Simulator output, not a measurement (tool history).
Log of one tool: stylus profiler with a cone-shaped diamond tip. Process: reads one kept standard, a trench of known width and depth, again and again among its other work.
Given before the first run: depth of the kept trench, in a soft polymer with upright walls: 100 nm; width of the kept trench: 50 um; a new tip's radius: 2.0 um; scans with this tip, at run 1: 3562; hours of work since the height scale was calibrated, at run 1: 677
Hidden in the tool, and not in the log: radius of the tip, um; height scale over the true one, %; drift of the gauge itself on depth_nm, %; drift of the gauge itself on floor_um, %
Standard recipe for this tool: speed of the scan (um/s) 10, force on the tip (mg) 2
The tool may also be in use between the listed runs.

run,hour,speed of the scan (um/s),force on the tip (mg),scans with this tip,hours of work since the height scale was calibrated,depth of the trench (angstrom),width of the trench's floor (nm)
1,0,10,2,3562,677,1010.2,48500
2,23.9,7,2,3634,690,1009.6,48480
3,69.8,7,2,3772,717,1009.5,48540
4,101.5,7,2,3867,735,1009.5,48490
5,143.5,10,2,3993,759,1009.9,48490
6,176.1,10,2,4091,777,1010.1,48400
7,201.2,10,2,4167,792,1009.8,48470
8,241.5,10,2,4287,815,1009.1,48470
9,295.8,10,0.83,4450,846,1003.6,48430
10,340.4,17,2,4585,871,1009.6,48430
11,369.9,10,1.86,4673,888,1008.7,48410
12,397.3,10,1.86,4755,903,1008.2,48460
13,425.7,10,1.86,4841,920,1009,48450
14,468.5,10,1.86,4969,944,1009.1,48400
15,494.1,6,1.86,5046,959,1008.3,48380
16,544.3,6,1.86,5197,987,1008.9,48450
17,588.1,6,1.97,5328,1012,1008.9,48450
18,615.6,6,1.97,5411,1028,1009.1,48390
19,657.9,7,1.97,5538,1052,1008.8,48340
20,707.7,10,5.04,5688,1081,1019.8,48330
21,755.7,10,5.04,5832,1108,1019.6,48430
22,801.6,10,5.63,5970,1134,1021,48440
23,854.2,14,2,6128,1164,1008.8,48290
24,907.7,14,2,6288,1195,1009.2,48310
25,945.1,14,2,6401,1216,1008.7,48340
26,982.1,29,5.54,6512,1237,1020.1,48310
27,1031.9,7,4.96,6661,1266,1018.7,48350
28,1089.7,18,0.71,6835,1299,1002,48170
29,1147.2,10,5.52,7008,1331,1020.3,48280
30,1189.6,12,5.42,7135,1356,1019.7,48310
31,1245.8,35,2.57,7304,1388,1010.4,48140
32,1276.4,35,2.57,7396,1405,1010.4,48150
33,1328.2,24,3.19,7551,1435,1012.5,48230
34,1364.3,24,3.19,7660,1455,1012.5,48260
35,1388,24,1.22,7731,1469,1004.4,48170
36,1437.5,6,2.47,7879,1497,1009.7,48290
37,1493.7,6,4.69,8048,1529,1017,48320
38,1545.1,6,1.02,8203,1558,1003.1,48290
39,1596,2,2.23,8356,1588,1008.5,48280
40,1631.8,2,2.23,8463,1608,1008.6,48310
41,1663.2,2,1.2,8557,1626,1003.8,48330
42,1696.3,3,2.7,8657,1645,1010.5,48260
43,1742.3,3,2.7,8795,1671,1010.1,48260
# hour 1761.2: height scale calibrated on a step standard
44,1766.9,4,1.62,8867,3,1011.5,48280
45,1816.1,3,2.2,9015,31,1014.2,48250
46,1874.7,5,5.04,9191,65,1023.7,48290

4 ways to go on from here, each from the tool as it stands after run 46. What would each give?
A,1926.4,5,2.83,9346,94,?,?
B,1926.4,3,3.27,9346,94,?,?
C,1926.4,17,2.09,9346,94,?,?
D,1926.4,7,1.36,9346,94,?,?

run,depth of the trench (angstrom),width of the trench's floor (nm)
A,1015.7,48320
B,1018.2,48210
C,1013,48130
D,1010,48230
With the hidden condition removed and each run's random variation left untouched, the same runs would have given:
run,depth of the trench (angstrom),width of the trench's floor (nm)
A,1015.4,48800
B,1017.9,48690
C,1012.8,48610
D,1009.8,48710
